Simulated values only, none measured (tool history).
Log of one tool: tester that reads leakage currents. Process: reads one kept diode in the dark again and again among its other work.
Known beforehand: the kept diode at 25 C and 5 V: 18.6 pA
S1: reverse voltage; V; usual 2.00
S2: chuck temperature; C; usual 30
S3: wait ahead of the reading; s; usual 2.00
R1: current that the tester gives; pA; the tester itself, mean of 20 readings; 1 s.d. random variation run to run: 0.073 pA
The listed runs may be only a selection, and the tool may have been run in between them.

| run | hour | S1 | S2 | S3 | R1 |
|---|---|---|---|---|---|
| 1 | 0.0 | 2.00 | 30 | 2.00 | 17.34 |
| 2 | 58.9 | 2.00 | 30 | 2.00 | 17.37 |
| 3 | 113.7 | 2.00 | 30 | 2.00 | 17.45 |
| 4 | 162.2 | 2.00 | 30 | 2.00 | 17.45 |
| 5 | 206.8 | 2.00 | 30 | 2.00 | 17.49 |
| 6 | 274.4 | 2.00 | 30 | 2.00 | 17.42 |
| 7 | 313.1 | 2.00 | 30 | 2.00 | 17.52 |
| 8 | 356.9 | 2.00 | 30 | 2.00 | 17.48 |
| 9 | 422.2 | 2.00 | 30 | 2.00 | 17.62 |
| 10 | 462.7 | 2.00 | 30 | 2.00 | 17.61 |
| 11 | 533.8 | 2.00 | 30 | 2.00 | 17.51 |
| 12 | 572.6 | 2.00 | 30 | 2.00 | 17.73 |
| 13 | 621.6 | 2.00 | 30 | 2.00 | 17.56 |
| 14 | 652.9 | 2.00 | 30 | 5.43 | 17.52 |
| 15 | 719.4 | 2.00 | 30 | 5.43 | 17.35 |
| 16 | 787.7 | 2.00 | 30 | 5.43 | 17.43 |
| 17 | 856.1 | 1.05 | 30 | 5.43 | 12.13 |
| 18 | 913.8 | 1.05 | 30 | 5.43 | 12.21 |
| 19 | 971.0 | 6.37 | 30 | 2.00 | 35.09 |
| 20 | 1011.5 | 2.00 | 30 | 2.00 | 17.75 |
| 21 | 1067.1 | 3.42 | 59 | 2.00 | 187.13 |
| 22 | 1123.0 | 10.68 | 34 | 0.57 | 66.13 |
| 23 | 1179.2 | 11.95 | 33 | 2.00 | 63.21 |
| 24 | 1227.8 | 11.95 | 33 | 2.00 | 62.75 |
| 25 | 1286.9 | 13.69 | 40 | 8.71 | 108.78 |
| 26 | 1346.4 | 2.00 | 46 | 0.45 | 57.86 |
| 27 | 1392.6 | 2.00 | 54 | 4.18 | 99.06 |
| 28 | 1458.7 | 2.00 | 30 | 1.83 | 17.93 |
| 29 | 1488.1 | 4.14 | 30 | 2.60 | 27.62 |
| 30 | 1536.8 | 3.41 | 31 | 1.91 | 26.31 |
| 31 | 1575.1 | 3.41 | 31 | 1.91 | 26.38 |
| 32 | 1623.6 | 12.65 | 30 | 2.00 | 55.30 |
| 33 | 1683.9 | 4.00 | 36 | 2.00 | 41.03 |
| 34 | 1754.9 | 4.00 | 22 | 0.48 | 17.66 |
| 35 | 1794.7 | 2.56 | 22 | 0.85 | 12.57 |
| 36 | 1859.9 | 2.56 | 22 | 0.85 | 12.65 |
| 37 | 1898.4 | 15.19 | 56 | 1.01 | 342.38 |
| 38 | 1964.8 | 2.85 | 41 | 1.01 | 48.92 |
| 39 | 1996.5 | 2.85 | 41 | 1.01 | 48.70 |

Pick out some run-to-run changes in R1. Of each, how much would a tool without hidden state show as well, from the settings, what came in and chance, and how much is left for the hidden state and any gauge scatter not in both results compared?
Unlogged tool condition in this case: stray current of the dirty probe card, pA a volt; current scale over the true one, %; true chuck temperature over the reading, C; drift of the gauge itself on leakage_pa, %.
Run 20 -> 21: S1 2.00 -> 3.42, S2 30 -> 59. R1 +169.38 pA: hidden state -10.98, all else +180.36.
Run 21 -> 22: S1 3.42 -> 10.68, S2 59 -> 34, S3 2.00 -> 0.57. R1 -121.00 pA: hidden state +14.75, all else -135.75.
Run 36 -> 37: S1 2.56 -> 15.19, S2 22 -> 56, S3 0.85 -> 1.01. R1 +329.73 pA: hidden state -14.23, all else +343.96.
Run 37 -> 38: S1 15.19 -> 2.85, S2 56 -> 41. R1 -293.46 pA: hidden state +11.16, all else -304.62.

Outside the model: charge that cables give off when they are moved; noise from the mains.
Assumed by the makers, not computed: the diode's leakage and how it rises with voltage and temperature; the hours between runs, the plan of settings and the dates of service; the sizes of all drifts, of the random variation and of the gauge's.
